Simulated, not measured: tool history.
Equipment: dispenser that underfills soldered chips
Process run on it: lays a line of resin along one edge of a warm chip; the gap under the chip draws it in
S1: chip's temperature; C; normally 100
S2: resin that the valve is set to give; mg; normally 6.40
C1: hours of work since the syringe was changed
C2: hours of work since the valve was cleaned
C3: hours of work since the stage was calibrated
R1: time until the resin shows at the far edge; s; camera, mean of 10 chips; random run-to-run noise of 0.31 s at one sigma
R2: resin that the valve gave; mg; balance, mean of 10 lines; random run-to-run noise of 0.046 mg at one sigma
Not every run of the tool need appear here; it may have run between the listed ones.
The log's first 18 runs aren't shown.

run 19 hour=72.2 | S1=100 S2=5.72 | C1=3 C2=66 C3=132 | R1=10.8 R2=5.37
run 20 hour=76.3 | S1=100 S2=5.72 | C1=6 C2=69 C3=135 | R1=12.8 R2=5.30
-- hour=77.0 new syringe of resin
run 21 hour=79.5 | S1=100 S2=6.34 | C1=2 C2=71 C3=137 | R1=9.7 R2=5.90
run 22 hour=84.0 | S1=100 S2=6.34 | C1=5 C2=75 C3=141 | R1=12.1 R2=5.91
-- hour=85.9 new syringe of resin
run 23 hour=86.5 | S1=97 S2=6.40 | C1=0 C2=76 C3=142 | R1=9.9 R2=5.98
run 24 hour=90.1 | S1=96 S2=6.03 | C1=3 C2=79 C3=145 | R1=11.4 R2=5.64
-- hour=94.5 new syringe of resin
run 25 hour=94.9 | S1=100 S2=7.07 | C1=0 C2=82 C3=148 | R1=9.2 R2=6.61
run 26 hour=98.9 | S1=110 S2=5.50 | C1=3 C2=85 C3=151 | R1=8.2 R2=5.04
-- hour=103.4 new syringe of resin
run 27 hour=103.4 | S1=110 S2=5.50 | C1=0 C2=89 C3=154 | R1=6.6 R2=5.11
run 28 hour=106.0 | S1=110 S2=5.50 | C1=2 C2=90 C3=156 | R1=8.1 R2=5.09
-- hour=107.5 dispensing valve cleaned and set on the balance
run 29 hour=109.5 | S1=85 S2=5.47 | C1=4 C2=1 C3=158 | R1=17.0 R2=5.47
-- hour=113.0 new syringe of resin
run 30 hour=114.6 | S1=104 S2=7.29 | C1=1 C2=5 C3=162 | R1=8.1 R2=7.27
run 31 hour=119.5 | S1=91 S2=6.66 | C1=5 C2=9 C3=165 | R1=15.1 R2=6.61
-- hour=121.9 new syringe of resin
run 32 hour=121.9 | S1=100 S2=6.76 | C1=0 C2=10 C3=167 | R1=9.0 R2=6.68
run 33 hour=126.3 | S1=100 S2=6.76 | C1=3 C2=13 C3=170 | R1=10.4 R2=6.69
-- hour=130.6 new syringe of resin
run 34 hour=131.3 | S1=100 S2=6.76 | C1=1 C2=17 C3=174 | R1=9.1 R2=6.68
run 35 hour=135.1 | S1=85 S2=6.45 | C1=3 C2=20 C3=176 | R1=15.8 R2=6.33
-- hour=139.2 new syringe of resin
run 36 hour=140.0 | S1=94 S2=8.21 | C1=1 C2=23 C3=180 | R1=9.4 R2=8.02
run 37 hour=143.8 | S1=94 S2=8.21 | C1=3 C2=26 C3=182 | R1=12.6 R2=8.14

Below are 3 alternative next runs, each starting from the tool's condition after run 37. Predict each:
-- hour=147.8 new syringe of resin
run A hour=148.6 | S1=102 S2=6.13 | C1=1 C2=29 C3=186 | R1=? R2=?
-- hour=147.8 new syringe of resin
run B hour=148.6 | S1=88 S2=8.04 | C1=1 C2=29 C3=186 | R1=? R2=?
-- hour=147.8 new syringe of resin
run C hour=148.6 | S1=98 S2=5.80 | C1=1 C2=29 C3=186 | R1=? R2=?

run=A R1=7.9 R2=5.97
run=B R1=11.6 R2=7.79
run=C R1=9.2 R2=5.61
With the hidden condition removed and each run's random variation left untouched, the same runs would have given:
run=A R1=7.9 R2=6.11
run=B R1=11.6 R2=7.98
run=C R1=9.2 R2=5.75
